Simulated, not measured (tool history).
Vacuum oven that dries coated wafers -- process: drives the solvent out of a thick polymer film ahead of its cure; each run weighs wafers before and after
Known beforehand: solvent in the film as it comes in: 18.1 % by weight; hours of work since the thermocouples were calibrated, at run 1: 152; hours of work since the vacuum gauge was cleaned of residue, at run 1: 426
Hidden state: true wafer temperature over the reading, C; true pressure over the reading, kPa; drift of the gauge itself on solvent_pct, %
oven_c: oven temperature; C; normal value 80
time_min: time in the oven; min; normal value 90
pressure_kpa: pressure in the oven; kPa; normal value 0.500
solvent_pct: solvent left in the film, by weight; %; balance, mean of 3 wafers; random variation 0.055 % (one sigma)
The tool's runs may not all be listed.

| run | day | oven_c | time_min | pressure_kpa | hours of work since the thermocouples were calibrated | hours of work since the vacuum gauge was cleaned of residue | solvent_pct |
|---|---|---|---|---|---|---|---|
| 1 | 0.000 | 80 | 90 | 0.500 | 152 | 426 | 2.33 |
| 2 | 3.750 | 80 | 90 | 0.947 | 223 | 496 | 2.52 |
| 3 | 7.562 | 80 | 90 | 0.947 | 294 | 567 | 2.39 |
| 4 | 11.308 | 80 | 90 | 0.947 | 364 | 638 | 2.44 |
| 5 | 13.450 | 80 | 90 | 1.410 | 404 | 678 | 2.57 |
| 6 | 16.850 | 80 | 90 | 1.410 | 468 | 741 | 2.68 |
| 7 | 21.096 | 80 | 90 | 1.410 | 547 | 821 | 2.60 |
| 8 | 23.571 | 80 | 90 | 1.410 | 594 | 867 | 2.49 |
| 9 | 28.304 | 80 | 90 | 1.410 | 682 | 956 | 2.53 |
| 10 | 30.879 | 80 | 90 | 0.500 | 730 | 1004 | 2.20 |
| 11 | 33.025 | 80 | 90 | 0.500 | 771 | 1044 | 2.06 |
| 12 | 37.567 | 80 | 90 | 0.500 | 856 | 1129 | 2.09 |
| 13 | 40.012 | 80 | 90 | 0.500 | 901 | 1175 | 1.99 |
| 14 | 42.321 | 80 | 90 | 0.500 | 945 | 1218 | 2.00 |
| 15 | 45.233 | 80 | 90 | 0.500 | 999 | 1273 | 2.00 |
|  | 46.279 | oven's thermocouples calibrated |
| 16 | 48.288 | 80 | 90 | 0.500 | 38 | 1328 | 2.33 |
| 17 | 51.562 | 80 | 90 | 0.500 | 99 | 1389 | 2.25 |
| 18 | 54.008 | 80 | 90 | 0.500 | 145 | 1435 | 2.36 |
| 19 | 58.804 | 80 | 90 | 0.500 | 234 | 1525 | 2.34 |
| 20 | 62.075 | 80 | 90 | 1.266 | 296 | 1586 | 2.47 |
| 21 | 65.300 | 80 | 90 | 1.266 | 356 | 1647 | 2.59 |
| 22 | 67.788 | 80 | 90 | 1.266 | 403 | 1693 | 2.57 |
| 23 | 72.617 | 80 | 90 | 1.266 | 493 | 1784 | 2.53 |
|  | 75.067 | vacuum gauge cleaned of residue and calibrated |
| 24 | 75.108 | 80 | 90 | 1.266 | 538 | 1 | 2.19 |
| 25 | 77.104 | 74 | 129 | 0.318 | 576 | 38 | 1.61 |
| 26 | 80.592 | 86 | 124 | 1.506 | 641 | 103 | 0.77 |
| 27 | 85.262 | 77 | 90 | 0.500 | 728 | 191 | 2.51 |
| 28 | 89.529 | 77 | 90 | 0.500 | 808 | 271 | 2.46 |
| 29 | 94.096 | 75 | 149 | 0.992 | 894 | 356 | 1.28 |
| 30 | 97.367 | 75 | 149 | 0.992 | 955 | 417 | 1.33 |
|  | 100.804 | oven's thermocouples calibrated |
| 31 | 101.533 | 77 | 149 | 0.639 | 14 | 494 | 1.44 |
| 32 | 104.925 | 85 | 116 | 0.487 | 77 | 557 | 0.84 |
| 33 | 109.258 | 84 | 85 | 1.329 | 158 | 638 | 2.12 |
| 34 | 112.612 | 69 | 85 | 1.724 | 221 | 701 | 6.03 |
| 35 | 115.904 | 67 | 58 | 0.483 | 283 | 763 | 8.08 |
| 36 | 118.375 | 80 | 90 | 0.521 | 329 | 809 | 2.28 |
| 37 | 121.996 | 80 | 90 | 0.521 | 397 | 877 | 2.26 |
| 38 | 126.012 | 80 | 66 | 1.081 | 472 | 952 | 3.88 |
| 39 | 129.429 | 71 | 90 | 1.274 | 536 | 1016 | 4.86 |
| 40 | 131.912 | 93 | 65 | 0.356 | 582 | 1062 | 1.14 |
| 41 | 134.821 | 76 | 65 | 0.356 | 637 | 1117 | 4.58 |
| 42 | 137.008 | 76 | 129 | 0.530 | 678 | 1158 | 1.79 |
| 43 | 141.788 | 80 | 90 | 0.324 | 767 | 1247 | 2.09 |
| 44 | 145.179 | 80 | 90 | 0.324 | 831 | 1311 | 2.13 |
| 45 | 147.988 | 80 | 90 | 0.324 | 883 | 1363 | 2.12 |
| 46 | 152.142 | 75 | 94 | 0.923 | 961 | 1441 | 3.29 |
| 47 | 154.733 | 75 | 144 | 0.670 | 1009 | 1490 | 1.61 |

3 ways to go on from here, each from the tool as it stands after run 47. What would each give?
|  | 155.175 | oven's thermocouples calibrated |
| A | 156.992 | 67 | 52 | 0.500 | 34 | 1530 | ? |
|  | 155.175 | oven's thermocouples calibrated |
| B | 156.992 | 86 | 90 | 0.315 | 34 | 1530 | ? |
|  | 155.175 | oven's thermocouples calibrated |
| C | 156.992 | 86 | 80 | 0.670 | 34 | 1530 | ? |

| run | solvent_pct |
|---|---|
| A | 8.51 |
| B | 1.50 |
| C | 1.83 |
With the hidden condition removed and each run's random variation left untouched, the same runs would have given:
| run | solvent_pct |
|---|---|
| A | 8.21 |
| B | 1.28 |
| C | 1.61 |

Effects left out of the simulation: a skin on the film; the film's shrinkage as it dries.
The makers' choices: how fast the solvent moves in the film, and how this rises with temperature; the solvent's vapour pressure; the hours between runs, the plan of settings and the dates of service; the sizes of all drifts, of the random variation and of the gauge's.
